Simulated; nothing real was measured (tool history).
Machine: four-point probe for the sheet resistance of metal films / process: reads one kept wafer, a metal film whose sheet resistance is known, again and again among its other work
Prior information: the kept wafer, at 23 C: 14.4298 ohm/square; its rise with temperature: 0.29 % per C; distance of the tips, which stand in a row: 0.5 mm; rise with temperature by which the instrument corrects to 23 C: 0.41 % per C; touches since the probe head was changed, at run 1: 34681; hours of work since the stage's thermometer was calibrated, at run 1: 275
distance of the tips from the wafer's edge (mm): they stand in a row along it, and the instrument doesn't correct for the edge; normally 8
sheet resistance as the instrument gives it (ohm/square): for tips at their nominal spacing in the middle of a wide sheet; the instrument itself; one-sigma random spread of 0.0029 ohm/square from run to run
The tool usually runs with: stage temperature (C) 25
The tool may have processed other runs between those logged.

| run | hour | stage temperature (C) | distance of the tips from the wafer's edge (mm) | touches since the probe head was changed | hours of work since the stage's thermometer was calibrated | sheet resistance as the instrument gives it (ohm/square) |
|---|---|---|---|---|---|---|
| 1 | 0 | 25 | 8 | 34681 | 275 | 14.404117 |
| 2 | 67.9 | 25 | 8 | 37188 | 315 | 14.401842 |
| 3 | 99.8 | 25 | 10 | 38365 | 334 | 14.386586 |
| 4 | 136.3 | 25 | 10 | 39713 | 356 | 14.381999 |
| 5 | 164.2 | 25 | 10 | 40741 | 372 | 14.385572 |
| 6 | 201 | 25 | 8 | 42098 | 394 | 14.393737 |
| 7 | 254.9 | 25 | 8 | 44090 | 426 | 14.397776 |
| 8 | 289 | 25 | 8 | 45349 | 447 | 14.392413 |
| 9 | 338.1 | 25 | 8 | 47161 | 476 | 14.391112 |
| 10 | 370.5 | 25 | 27 | 48358 | 495 | 14.363825 |
| 11 | 432.6 | 25 | 27 | 50649 | 532 | 14.359453 |
| 12 | 478 | 25 | 27 | 52326 | 559 | 14.361105 |
| 13 | 533.5 | 30 | 26 | 54372 | 592 | 14.276686 |
| 14 | 562.2 | 22 | 25 | 55434 | 609 | 14.405824 |
| 15 | 605.1 | 35 | 18 | 57016 | 634 | 14.201836 |
| 16 | 663.6 | 19 | 13 | 59177 | 669 | 14.461993 |
| 17 | 692.7 | 24 | 28 | 60251 | 686 | 14.365556 |

For run 18, what comes out?
| 18 | 727.9 | 25 | 9 | 61550 | 707 | ? |

Run 18 came out at sheet resistance as the instrument gives it (ohm/square) 14.372077.
The same run, on a tool lacking any hidden state, would have yielded sheet resistance as the instrument gives it (ohm/square) 14.420524.

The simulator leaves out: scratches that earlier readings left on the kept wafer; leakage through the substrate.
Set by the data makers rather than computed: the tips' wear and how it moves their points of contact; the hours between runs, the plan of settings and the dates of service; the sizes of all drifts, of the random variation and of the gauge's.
